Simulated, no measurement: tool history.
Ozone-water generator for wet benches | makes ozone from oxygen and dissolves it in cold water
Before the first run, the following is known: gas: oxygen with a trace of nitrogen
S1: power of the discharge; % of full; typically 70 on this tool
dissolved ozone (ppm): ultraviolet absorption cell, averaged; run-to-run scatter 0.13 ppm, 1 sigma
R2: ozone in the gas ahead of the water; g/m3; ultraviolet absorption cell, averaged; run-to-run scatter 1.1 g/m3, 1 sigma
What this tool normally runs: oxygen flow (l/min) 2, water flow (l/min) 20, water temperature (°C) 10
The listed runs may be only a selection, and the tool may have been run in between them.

Run 1, hour 0: usual settings. Result: dissolved ozone (ppm) 12.1, R2 183.1 g/m3.
Run 2, hour 53: usual settings. Result: dissolved ozone (ppm) 12.1, R2 184.4 g/m3.
Run 3, hour 95: usual settings. Result: dissolved ozone (ppm) 12.1, R2 182.6 g/m3.
Run 4, hour 162.4: usual settings but water temperature (°C) 15. Result: dissolved ozone (ppm) 11.5, R2 185.6 g/m3.
Run 5, hour 230.1: usual settings but water temperature (°C) 15. Result: dissolved ozone (ppm) 11.7, R2 184.1 g/m3.
Run 6, hour 282.4: usual settings but water temperature (°C) 15. Result: dissolved ozone (ppm) 11.4, R2 184.2 g/m3.
Run 7, hour 352: usual settings but oxygen flow (l/min) 2.91. Result: dissolved ozone (ppm) 12.7, R2 145 g/m3.
Run 8, hour 389: usual settings but S1 62 % of full, oxygen flow (l/min) 2.26, water flow (l/min) 15, water temperature (°C) 8. Result: dissolved ozone (ppm) 15.1, R2 156.3 g/m3.
Run 9, hour 439.8: usual settings but S1 62 % of full, oxygen flow (l/min) 1.04, water flow (l/min) 15, water temperature (°C) 6. Result: dissolved ozone (ppm) 13.2, R2 259.1 g/m3.
Run 10, hour 502.8: usual settings but S1 78 % of full, oxygen flow (l/min) 1.08, water flow (l/min) 13, water temperature (°C) 6. Result: dissolved ozone (ppm) 17.9, R2 290.6 g/m3.
Run 11, hour 555.7: usual settings but S1 78 % of full, oxygen flow (l/min) 1.08, water flow (l/min) 13, water temperature (°C) 6. Result: dissolved ozone (ppm) 18, R2 286.9 g/m3.
Run 12, hour 592.5: usual settings but S1 76 % of full, oxygen flow (l/min) 2.92, water flow (l/min) 13, water temperature (°C) 9. Result: dissolved ozone (ppm) 19.7, R2 151.8 g/m3.
Run 13, hour 622.1: usual settings but S1 76 % of full, oxygen flow (l/min) 2.92, water flow (l/min) 13, water temperature (°C) 9. Result: dissolved ozone (ppm) 19.8, R2 153.1 g/m3.
Run 14, hour 668.1: usual settings but S1 71 % of full, oxygen flow (l/min) 2.92, water flow (l/min) 17, water temperature (°C) 9. Result: dissolved ozone (ppm) 14.9, R2 144.3 g/m3.

Per-run results on a tool with no hidden state, each run keeping its own random variation:
Hidden conditions of the tool in this case: yield of the discharge, % of new electrodes'; contactor's efficiency, % of a clean one's; true water temperature over the reading, C; drift of the gauge itself on ozone_ppm, %; drift of the gauge itself on gas_g_m3, %.
run  dissolved ozone (ppm)     R2
  1                   12.7  189.9
  2                   12.7  191.4
  3                   12.7  189.6
  4                   12.2  192.9
  5                   12.4  191.5
  6                     12  191.7
  7                   13.4  151.1
  8                   15.9  162.4
  9                   13.8  269.4
 10                     19  304.4
 11                   19.1  300.7
 12                   20.9  159.1
 13                     21  160.5
 14                   15.8  151.1
